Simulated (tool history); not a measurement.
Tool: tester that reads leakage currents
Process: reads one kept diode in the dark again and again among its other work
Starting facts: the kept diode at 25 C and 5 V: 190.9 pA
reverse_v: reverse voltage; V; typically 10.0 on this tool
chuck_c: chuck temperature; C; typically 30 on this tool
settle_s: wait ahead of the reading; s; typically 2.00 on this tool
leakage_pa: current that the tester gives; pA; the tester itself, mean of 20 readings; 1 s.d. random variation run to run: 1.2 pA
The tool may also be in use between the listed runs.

run 1 hour=0.0 | reverse_v=10.0 chuck_c=30 settle_s=2.00 | leakage_pa=422.81
run 2 hour=37.4 | reverse_v=10.0 chuck_c=30 settle_s=2.00 | leakage_pa=423.07
run 3 hour=69.9 | reverse_v=10.0 chuck_c=30 settle_s=2.00 | leakage_pa=425.20
run 4 hour=140.5 | reverse_v=10.0 chuck_c=30 settle_s=2.00 | leakage_pa=425.65
run 5 hour=206.7 | reverse_v=10.0 chuck_c=30 settle_s=2.00 | leakage_pa=423.02
run 6 hour=261.2 | reverse_v=10.0 chuck_c=30 settle_s=2.00 | leakage_pa=427.80
run 7 hour=319.4 | reverse_v=10.0 chuck_c=28 settle_s=2.00 | leakage_pa=366.53
run 8 hour=360.0 | reverse_v=10.0 chuck_c=28 settle_s=2.00 | leakage_pa=366.66
run 9 hour=411.4 | reverse_v=10.0 chuck_c=30 settle_s=2.00 | leakage_pa=425.74
run 10 hour=441.1 | reverse_v=10.0 chuck_c=30 settle_s=2.00 | leakage_pa=427.92
run 11 hour=505.1 | reverse_v=10.0 chuck_c=30 settle_s=2.00 | leakage_pa=428.23
run 12 hour=537.3 | reverse_v=4.8 chuck_c=28 settle_s=2.00 | leakage_pa=249.80
run 13 hour=608.3 | reverse_v=5.8 chuck_c=38 settle_s=0.35 | leakage_pa=590.66
run 14 hour=641.7 | reverse_v=5.8 chuck_c=38 settle_s=0.35 | leakage_pa=587.43
run 15 hour=686.9 | reverse_v=5.8 chuck_c=38 settle_s=0.35 | leakage_pa=590.08
run 16 hour=751.8 | reverse_v=18.9 chuck_c=23 settle_s=3.10 | leakage_pa=363.42
run 17 hour=806.6 | reverse_v=7.4 chuck_c=21 settle_s=3.10 | leakage_pa=184.46
run 18 hour=845.7 | reverse_v=7.4 chuck_c=21 settle_s=3.10 | leakage_pa=184.05
run 19 hour=908.2 | reverse_v=7.4 chuck_c=21 settle_s=3.10 | leakage_pa=184.26

For some of the steps in leakage_pa from one run to the next: how much would appear even if the tool had no hidden state, given the settings, what came in and random variation, and how much remains for the hidden state plus any gauge scatter that the measured result and the result without hidden state don't share?
Unlogged tool condition in this case: stray current of the dirty probe card, pA a volt; current scale over the true one, %; true chuck temperature over the reading, C; drift of the gauge itself on leakage_pa, %.
Run 12 -> 13: reverse_v 4.8 -> 5.8, chuck_c 28 -> 38, settle_s 2.00 -> 0.35. leakage_pa +340.86 pA: hidden state +5.91, all else +334.95.
Run 16 -> 17: reverse_v 18.9 -> 7.4, chuck_c 23 -> 21. leakage_pa -178.96 pA: hidden state -19.69, all else -159.27.
